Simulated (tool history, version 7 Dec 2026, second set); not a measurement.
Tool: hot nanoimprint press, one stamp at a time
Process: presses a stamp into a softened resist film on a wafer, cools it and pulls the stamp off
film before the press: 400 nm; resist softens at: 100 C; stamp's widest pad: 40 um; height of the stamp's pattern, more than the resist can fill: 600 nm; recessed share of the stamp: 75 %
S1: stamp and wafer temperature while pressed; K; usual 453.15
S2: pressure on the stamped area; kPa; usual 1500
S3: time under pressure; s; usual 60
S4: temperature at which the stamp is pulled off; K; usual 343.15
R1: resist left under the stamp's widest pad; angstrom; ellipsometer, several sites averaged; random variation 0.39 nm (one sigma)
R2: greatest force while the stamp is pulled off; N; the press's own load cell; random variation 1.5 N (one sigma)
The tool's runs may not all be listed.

run 1 hour=0.0 | S1=453.15 S2=1500 S3=60 S4=343.15 | R1=2341 R2=209
run 2 hour=13.8 | S1=453.15 S2=1500 S3=60 S4=343.15 | R1=2326 R2=209
run 3 hour=29.0 | S1=453.15 S2=1500 S3=60 S4=343.15 | R1=2331 R2=207
run 4 hour=37.6 | S1=453.15 S2=1500 S3=60 S4=343.15 | R1=2322 R2=211
run 5 hour=47.1 | S1=450.15 S2=1500 S3=60 S4=343.15 | R1=2504 R2=211
run 6 hour=61.0 | S1=450.15 S2=1670 S3=60 S4=343.15 | R1=2406 R2=208
run 7 hour=71.4 | S1=453.15 S2=1500 S3=60 S4=343.15 | R1=2311 R2=208
run 8 hour=82.8 | S1=453.15 S2=1500 S3=60 S4=343.15 | R1=2301 R2=208
run 9 hour=96.0 | S1=453.15 S2=1500 S3=60 S4=343.15 | R1=2291 R2=210
run 10 hour=102.3 | S1=453.15 S2=1500 S3=60 S4=343.15 | R1=2288 R2=211
run 11 hour=114.7 | S1=453.15 S2=1500 S3=60 S4=343.15 | R1=2288 R2=210
run 12 hour=123.4 | S1=453.15 S2=1500 S3=60 S4=343.15 | R1=2284 R2=209
-- hour=130.4 gauge calibrated
run 13 hour=137.5 | S1=453.15 S2=1500 S3=60 S4=343.15 | R1=2336 R2=211
run 14 hour=145.8 | S1=453.15 S2=1500 S3=60 S4=343.15 | R1=2340 R2=209
run 15 hour=155.6 | S1=453.15 S2=1500 S3=60 S4=343.15 | R1=2333 R2=212
run 16 hour=163.2 | S1=453.15 S2=1500 S3=60 S4=343.15 | R1=2331 R2=209
run 17 hour=169.8 | S1=465.15 S2=1260 S3=106 S4=343.15 | R1=1456 R2=207
run 18 hour=176.4 | S1=453.15 S2=1670 S3=60 S4=349.15 | R1=2227 R2=189
run 19 hour=187.5 | S1=449.15 S2=2360 S3=37 S4=349.15 | R1=2516 R2=189
run 20 hour=200.2 | S1=450.15 S2=1500 S3=60 S4=343.15 | R1=2495 R2=208
run 21 hour=211.9 | S1=452.15 S2=1500 S3=60 S4=343.15 | R1=2365 R2=208
run 22 hour=221.4 | S1=453.15 S2=1500 S3=30 S4=340.15 | R1=2778 R2=219
run 23 hour=229.7 | S1=453.15 S2=1500 S3=30 S4=340.15 | R1=2783 R2=221
run 24 hour=239.6 | S1=453.15 S2=1500 S3=30 S4=340.15 | R1=2776 R2=217
run 25 hour=248.1 | S1=453.15 S2=1010 S3=32 S4=343.15 | R1=3036 R2=210
run 26 hour=260.0 | S1=453.15 S2=1010 S3=32 S4=343.15 | R1=3021 R2=209

The next listed run, before its measurement:
run 27 hour=267.3 | S1=453.15 S2=1010 S3=32 S4=343.15 | R1=? R2=?

{"run 27": {"R1": 3021, "R2": 206}}
Without the tool's hidden state the same run would have given R1 3109 angstrom, R2 206 N.
